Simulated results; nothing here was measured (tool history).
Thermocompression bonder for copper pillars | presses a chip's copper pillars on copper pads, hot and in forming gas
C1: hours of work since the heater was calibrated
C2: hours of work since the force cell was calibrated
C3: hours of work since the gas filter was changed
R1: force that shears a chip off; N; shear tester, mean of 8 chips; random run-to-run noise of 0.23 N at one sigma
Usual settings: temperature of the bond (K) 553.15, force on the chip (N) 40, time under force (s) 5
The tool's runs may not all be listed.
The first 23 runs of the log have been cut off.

Run 24, hour 373.5: usual settings but temperature of the bond (K) 526.15, time under force (s) 11; C1 31; C2 700; C3 218. Result: R1 29.8 N.
Run 25, hour 390.2: usual settings but temperature of the bond (K) 527.15, force on the chip (N) 39; C1 38; C2 706; C3 225. Result: R1 21.7 N.
Run 26, hour 399.7: usual settings but temperature of the bond (K) 527.15, force on the chip (N) 39; C1 42; C2 710; C3 229. Result: R1 21.5 N.
Run 27, hour 419.6: usual settings but temperature of the bond (K) 531.15, force on the chip (N) 57, time under force (s) 6; C1 50; C2 718; C3 237. Result: R1 32 N.
Run 28, hour 435.7: usual settings but temperature of the bond (K) 550.15, force on the chip (N) 27, time under force (s) 10; C1 57; C2 725; C3 244. Result: R1 34.3 N.
Run 29, hour 451: usual settings but temperature of the bond (K) 550.15, force on the chip (N) 27, time under force (s) 10; C1 63; C2 731; C3 250. Result: R1 34.9 N.
Run 30, hour 467.1: usual settings but temperature of the bond (K) 557.15, force on the chip (N) 34, time under force (s) 4; C1 70; C2 738; C3 256. Result: R1 31.3 N.
Run 31, hour 487.8: usual settings but temperature of the bond (K) 554.15, force on the chip (N) 51, time under force (s) 3; C1 79; C2 747; C3 265. Result: R1 33.5 N.
Run 32, hour 502.7: usual settings but temperature of the bond (K) 554.15, force on the chip (N) 26, time under force (s) 3; C1 85; C2 753; C3 271. Result: R1 22.3 N.
Run 33, hour 512.5: usual settings but temperature of the bond (K) 539.15, force on the chip (N) 28, time under force (s) 4; C1 89; C2 757; C3 275. Result: R1 19.9 N.
Run 34, hour 530.7: usual settings but temperature of the bond (K) 539.15, force on the chip (N) 28, time under force (s) 4; C1 96; C2 764; C3 283. Result: R1 19.7 N.
Run 35, hour 546.1: usual settings but temperature of the bond (K) 539.15, force on the chip (N) 38, time under force (s) 15; C1 103; C2 771; C3 289. Result: R1 40.3 N.
Run 36, hour 565.2: usual settings but temperature of the bond (K) 569.15, force on the chip (N) 45; C1 110; C2 778; C3 297. Result: R1 45.7 N.
Run 37, hour 577.3: usual settings but temperature of the bond (K) 569.15, force on the chip (N) 26; C1 115; C2 783; C3 302. Result: R1 34.6 N.
Run 38, hour 588.2: usual settings but temperature of the bond (K) 569.15, force on the chip (N) 35, time under force (s) 4; C1 120; C2 788; C3 306. Result: R1 37.3 N.
Run 39, hour 608.2: usual settings but temperature of the bond (K) 569.15, force on the chip (N) 35, time under force (s) 4; C1 128; C2 796; C3 315. Result: R1 37.8 N.

What if the next run were any one of these 4? Each begins from the tool's condition after run 39:
Run A, hour 620.3: usual settings but temperature of the bond (K) 551.15, force on the chip (N) 45, time under force (s) 4; C1 133; C2 801; C3 320. Result: R1 ?.
Run B, hour 620.3: usual settings but force on the chip (N) 30; C1 133; C2 801; C3 320. Result: R1 ?.
Run C, hour 620.3: usual settings but temperature of the bond (K) 569.15, force on the chip (N) 36, time under force (s) 4; C1 133; C2 801; C3 320. Result: R1 ?.
Run D, hour 620.3: usual settings but time under force (s) 3; C1 133; C2 801; C3 320. Result: R1 ?.

run    R1
  A  32.8
  B  29.2
  C  37.9
  D  28.4
Had the tool no hidden state, the same runs would have come out as:
run    R1
  A  33.6
  B  29.9
  C    39
  D  29.1
